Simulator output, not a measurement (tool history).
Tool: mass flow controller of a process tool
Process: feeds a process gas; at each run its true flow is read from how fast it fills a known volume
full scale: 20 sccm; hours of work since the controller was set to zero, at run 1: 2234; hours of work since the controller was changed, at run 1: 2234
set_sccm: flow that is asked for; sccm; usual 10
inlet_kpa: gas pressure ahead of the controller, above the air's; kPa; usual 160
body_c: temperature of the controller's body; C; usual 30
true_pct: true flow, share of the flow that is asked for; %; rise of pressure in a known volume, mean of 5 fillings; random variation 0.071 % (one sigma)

run    hour  set_sccm  inlet_kpa  body_c  hours of work since the controller was set to zero  hours of work since the controller was changed  true_pct
  1     0.0        10        160      30                                                2234                                            2234     98.42
  2   222.7        10        160      30                                                2349                                            2349     98.56
  3   476.2        10        160      30                                                2479                                            2479     98.48
  4   627.7        10        160      37                                                2557                                            2557     98.82
  5   883.9        10        160      37                                                2690                                            2690     98.72
  6  1212.5        10        270      37                                                2859                                            2859     98.50
  7  1427.3        10        270      37                                                2970                                            2970     98.40
  8  1684.3        10        270      37                                                3102                                            3102     98.26
  9  1875.4        10        270      37                                                3201                                            3201     98.29
 10  2127.5        10        257      30                                                3331                                            3331     97.81
 11  2355.2        10        257      30                                                3448                                            3448     97.55
 12  2501.3        10        257      30                                                3523                                            3523     97.54
 13  2650.8        10        257      30                                                3600                                            3600     97.53
 14  2793.8        10        257      30                                                3674                                            3674     97.38
 15  3030.0        10        257      30                                                3796                                            3796     97.33
     3059.8  -- controller's zero set anew
 16  3294.0        10        257      30                                                 121                                            3932     97.74
 17  3570.4        10        257      30                                                 263                                            4074     97.72
 18  3723.5        10        196      30                                                 342                                            4153     97.85
 19  3991.3        11        250      21                                                 480                                            4291     96.83
     4021.7  -- controller's zero set anew, once more
 20  4213.3         3        160      35                                                  99                                            4405     96.15
 21  4486.3         3        160      30                                                 240                                            4546     95.91
 22  4644.8         3        160      30                                                 321                                            4628     95.79
 23  4853.4         9        214      25                                                 429                                            4735     95.32
 24  5046.0         6        160      21                                                 528                                            4835     95.01
 25  5363.6         6        160      21                                                 692                                            4998     95.03
 26  5604.6        10        274      29                                                 816                                            5123     95.21
 27  5800.0        10        274      29                                                 917                                            5223     95.34
 28  6080.5         4        160      36                                                1061                                            5368     96.13
     6239.8  -- controller exchanged for a calibrated one
 29  6414.2         4        160      36                                                  90                                              90    100.25

Forecast each of these 3 alternatives for the next run:
  A  6566.5         4        160      30                                                 168                                             168         ?
  B  6566.5         4        246      36                                                 168                                             168         ?
  C  6566.5         4        185      20                                                 168                                             168         ?

run  true_pct
  A     99.92
  B    100.04
  C     99.04
Without the tool's hidden state the same runs would have given:
run  true_pct
  A     99.91
  B    100.04
  C     99.04

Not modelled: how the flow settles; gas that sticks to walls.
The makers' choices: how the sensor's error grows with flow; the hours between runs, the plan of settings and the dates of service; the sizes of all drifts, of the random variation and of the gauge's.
